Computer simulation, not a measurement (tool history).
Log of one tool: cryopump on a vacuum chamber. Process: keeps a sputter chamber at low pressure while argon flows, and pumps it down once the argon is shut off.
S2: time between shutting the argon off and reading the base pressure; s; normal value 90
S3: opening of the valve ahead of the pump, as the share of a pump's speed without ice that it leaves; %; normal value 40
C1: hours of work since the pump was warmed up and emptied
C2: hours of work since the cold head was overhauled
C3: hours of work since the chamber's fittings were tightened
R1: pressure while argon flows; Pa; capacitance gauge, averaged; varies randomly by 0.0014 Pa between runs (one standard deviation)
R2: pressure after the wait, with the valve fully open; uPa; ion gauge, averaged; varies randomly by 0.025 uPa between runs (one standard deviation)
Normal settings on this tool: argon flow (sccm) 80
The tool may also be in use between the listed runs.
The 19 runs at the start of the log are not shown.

Run 20, day 40.917: usual settings but argon flow (sccm) 40, S3 17 %; C1 570; C2 570; C3 22. Result: R1 0.3993 Pa, R2 1.23 uPa.
Run 21, day 43.154: usual settings but argon flow (sccm) 40, S2 137 s, S3 36 %; C1 600; C2 600; C3 51. Result: R1 0.2008 Pa, R2 1.01 uPa.
Run 22, day 45.292: usual settings but argon flow (sccm) 54, S2 137 s, S3 18 %; C1 629; C2 629; C3 80. Result: R1 0.5156 Pa, R2 1.03 uPa.
Run 23, day 47.825: usual settings but argon flow (sccm) 54, S2 137 s, S3 18 %; C1 662; C2 662; C3 113. Result: R1 0.517 Pa, R2 1.12 uPa.
Run 24, day 49.967: usual settings but S2 272 s; C1 691; C2 691; C3 142. Result: R1 0.3761 Pa, R2 0.97 uPa.
At day 51.096: pump warmed up, emptied and cooled again.
Run 25, day 52.388: usual settings but argon flow (sccm) 73, S2 20 s, S3 37 %; C1 17; C2 720; C3 171. Result: R1 0.3225 Pa, R2 3.91 uPa.
Run 26, day 54.692: usual settings but argon flow (sccm) 73, S2 20 s, S3 37 %; C1 48; C2 751; C3 202. Result: R1 0.324 Pa, R2 4.02 uPa.
Run 27, day 56.696: usual settings but argon flow (sccm) 103, S2 94 s, S3 36 %; C1 75; C2 778; C3 229. Result: R1 0.4667 Pa, R2 1.4 uPa.
Run 28, day 59.296: usual settings but argon flow (sccm) 103, S2 94 s, S3 36 %; C1 109; C2 812; C3 263. Result: R1 0.4769 Pa, R2 1.43 uPa.
Run 29, day 61.354: usual settings but argon flow (sccm) 47, S2 94 s, S3 36 %; C1 136; C2 840; C3 291. Result: R1 0.2149 Pa, R2 1.44 uPa.
Run 30, day 62.692: usual settings but argon flow (sccm) 47, S2 94 s, S3 36 %; C1 154; C2 857; C3 309. Result: R1 0.2163 Pa, R2 1.48 uPa.
Run 31, day 64: usual settings but S3 23 %; C1 172; C2 875; C3 326. Result: R1 0.5719 Pa, R2 1.56 uPa.
Run 32, day 65.571: usual settings but argon flow (sccm) 132, S2 38 s; C1 193; C2 896; C3 347. Result: R1 0.5527 Pa, R2 2.6 uPa.
Run 33, day 67.196: usual settings but argon flow (sccm) 53, S2 49 s, S3 32 %; C1 214; C2 917; C3 368. Result: R1 0.2764 Pa, R2 2.24 uPa.

Predict each of these 5 candidate next runs independently; none follows another, all start after run 33:
Run A, day 69.65: usual settings but argon flow (sccm) 148, S2 128 s, S3 22 %; C1 247; C2 950; C3 401. Result: R1 ?, R2 ?.
Run B, day 69.65: usual settings but argon flow (sccm) 138, S2 137 s, S3 32 %; C1 247; C2 950; C3 401. Result: R1 ?, R2 ?.
Run C, day 69.65: usual settings but argon flow (sccm) 36, S2 49 s, S3 32 %; C1 247; C2 950; C3 401. Result: R1 ?, R2 ?.
Run D, day 69.65: usual settings but S2 278 s; C1 247; C2 950; C3 401. Result: R1 ?, R2 ?.
Run E, day 69.65: usual settings but S3 53 %; C1 247; C2 950; C3 401. Result: R1 ?, R2 ?.

run      R1    R2
  A  1.1154  1.44
  B  0.7244  1.37
  C  0.1889  2.29
  D  0.3395  1.14
  E  0.2568  1.68
With the hidden condition removed and each run's random variation left untouched, the same runs would have given:
run      R1    R2
  A  1.0888  0.81
  B  0.6995  0.76
  C  0.1824  1.68
  D  0.3251  0.53
  E  0.2425  1.05
